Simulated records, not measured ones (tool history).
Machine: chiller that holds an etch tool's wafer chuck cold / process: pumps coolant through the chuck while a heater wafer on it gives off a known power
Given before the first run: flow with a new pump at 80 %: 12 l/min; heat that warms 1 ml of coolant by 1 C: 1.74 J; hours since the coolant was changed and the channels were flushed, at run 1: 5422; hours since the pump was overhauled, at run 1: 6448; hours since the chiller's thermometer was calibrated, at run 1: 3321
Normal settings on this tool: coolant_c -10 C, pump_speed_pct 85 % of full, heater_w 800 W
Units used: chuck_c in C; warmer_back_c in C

run	day	coolant_c	pump_speed_pct	heater_w	hours since the coolant was changed and the channels were flushed	hours since the pump was overhauled	hours since the chiller's thermometer was calibrated	chuck_c	warmer_back_c
1	0.000	-10	85	800	5422	6448	3321	-3.53	2.35
2	5.958	-10	85	800	5565	6591	3464	-3.61	2.35
3	8.829	-10	85	800	5634	6660	3533	-3.44	2.36
4	14.712	-5	85	800	5775	6801	3674	1.58	2.38
5	18.571	-5	85	800	5868	6894	3767	1.55	2.36
6	22.867	-10	85	800	5971	6997	3870	-3.23	2.37
# day 26.862: coolant pump overhauled
7	28.600	-10	77	800	6104	42	4002	-3.40	2.39
8	33.633	-10	77	800	6224	163	4123	-3.18	2.37
9	38.354	-8	85	800	6338	276	4236	-1.77	2.16
10	44.112	-8	85	800	6476	414	4375	-1.56	2.15
11	49.896	-10	85	800	6615	553	4513	-3.67	2.15
12	55.421	-4	77	644	6747	685	4646	1.69	1.91
13	60.621	-4	77	644	6872	810	4771	1.65	1.95
14	64.404	-10	85	1118	6963	901	4862	-0.97	3.03
15	68.358	-10	85	1118	7058	996	4956	-1.12	3.05
# day 70.500: chiller's thermometer calibrated
16	72.321	-10	85	439	7152	1090	44	-6.70	1.20
17	77.842	-19	69	500	7284	1223	176	-14.75	1.69
18	84.100	-19	69	500	7435	1373	326	-14.70	1.68
19	89.962	-19	75	831	7575	1513	467	-12.12	2.59
20	93.142	-16	75	831	7652	1590	543	-9.09	2.58
21	97.871	-20	85	800	7765	1703	657	-13.76	2.19
22	104.171	-6	96	615	7916	1854	808	-1.60	1.49

Branching from run 22: 5 alternative next runs. What would each branch give?
A	107.833	-4	96	615	8004	1942	896	?	?
B	107.833	-13	85	800	8004	1942	896	?	?
C	107.833	-5	75	819	8004	1942	896	?	?
D	107.833	-8	94	680	8004	1942	896	?	?
E	107.833	-3	64	1129	8004	1942	896	?	?

run	chuck_c	warmer_back_c
A	0.52	1.50
B	-6.85	2.19
C	1.83	2.56
D	-2.96	1.68
E	7.31	4.14
Without the tool's unlogged condition, the same runs would have read:
run	chuck_c	warmer_back_c
A	-0.43	1.47
B	-8.09	2.15
C	0.48	2.50
D	-4.00	1.64
E	5.39	4.05
